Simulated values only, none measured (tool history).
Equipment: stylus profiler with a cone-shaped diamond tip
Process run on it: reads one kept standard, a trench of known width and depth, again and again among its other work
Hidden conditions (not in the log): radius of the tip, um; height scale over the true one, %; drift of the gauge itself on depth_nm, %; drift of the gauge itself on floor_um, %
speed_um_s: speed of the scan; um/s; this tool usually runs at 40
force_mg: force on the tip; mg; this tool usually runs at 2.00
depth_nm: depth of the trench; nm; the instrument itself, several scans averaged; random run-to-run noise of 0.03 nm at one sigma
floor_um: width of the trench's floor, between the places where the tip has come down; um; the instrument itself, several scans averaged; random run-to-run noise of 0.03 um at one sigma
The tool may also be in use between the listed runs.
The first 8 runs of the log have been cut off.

| run | day | speed_um_s | force_mg | scans with this tip | hours of work since the height scale was calibrated | depth_nm | floor_um |
|---|---|---|---|---|---|---|---|
| 9 | 5.533 | 40 | 2.00 | 1687 | 114 | 201.32 | 48.12 |
| 10 | 6.471 | 40 | 2.00 | 1870 | 127 | 201.33 | 48.09 |
| 11 | 7.350 | 40 | 2.00 | 2041 | 138 | 201.40 | 48.07 |
| 12 | 7.908 | 40 | 2.00 | 2151 | 146 | 201.33 | 48.12 |
| 13 | 8.688 | 114 | 2.00 | 2303 | 156 | 201.34 | 47.83 |
| 14 | 9.504 | 40 | 2.00 | 2462 | 167 | 201.40 | 48.07 |
| 15 | 9.962 | 40 | 2.00 | 2552 | 173 | 201.35 | 48.14 |
| 16 | 10.388 | 34 | 2.00 | 2635 | 179 | 201.37 | 48.14 |
| 17 | 10.854 | 34 | 2.00 | 2726 | 185 | 201.33 | 48.14 |
| 18 | 11.308 | 40 | 4.35 | 2814 | 191 | 202.25 | 48.18 |
| 19 | 12.279 | 40 | 4.35 | 3004 | 204 | 202.24 | 48.19 |
| 20 | 12.833 | 50 | 2.27 | 3112 | 211 | 201.50 | 48.09 |
| 21 | 13.558 | 18 | 5.72 | 3253 | 221 | 202.80 | 48.21 |
| 22 | 14.433 | 34 | 4.13 | 3425 | 232 | 202.17 | 48.12 |
| 23 | 15.321 | 40 | 1.31 | 3597 | 244 | 201.02 | 48.06 |
| 24 | 16.171 | 40 | 1.31 | 3764 | 255 | 201.00 | 48.07 |
| 25 | 17.125 | 37 | 2.38 | 3950 | 268 | 201.48 | 48.13 |
| 26 | 18.096 | 17 | 2.00 | 4139 | 281 | 201.33 | 48.21 |
| 27 | 18.946 | 17 | 2.00 | 4305 | 292 | 201.32 | 48.18 |

Run 28, settings as shown, results not yet in. Your forecast:
| 28 | 19.738 | 17 | 2.00 | 4460 | 302 | ? | ? |

Run 28 yielded depth_nm 201.27 nm, floor_um 48.20 um.
Were there no unlogged condition in the tool, this run, its random variation unchanged, would have produced depth_nm 201.27 nm, floor_um 48.21 um.

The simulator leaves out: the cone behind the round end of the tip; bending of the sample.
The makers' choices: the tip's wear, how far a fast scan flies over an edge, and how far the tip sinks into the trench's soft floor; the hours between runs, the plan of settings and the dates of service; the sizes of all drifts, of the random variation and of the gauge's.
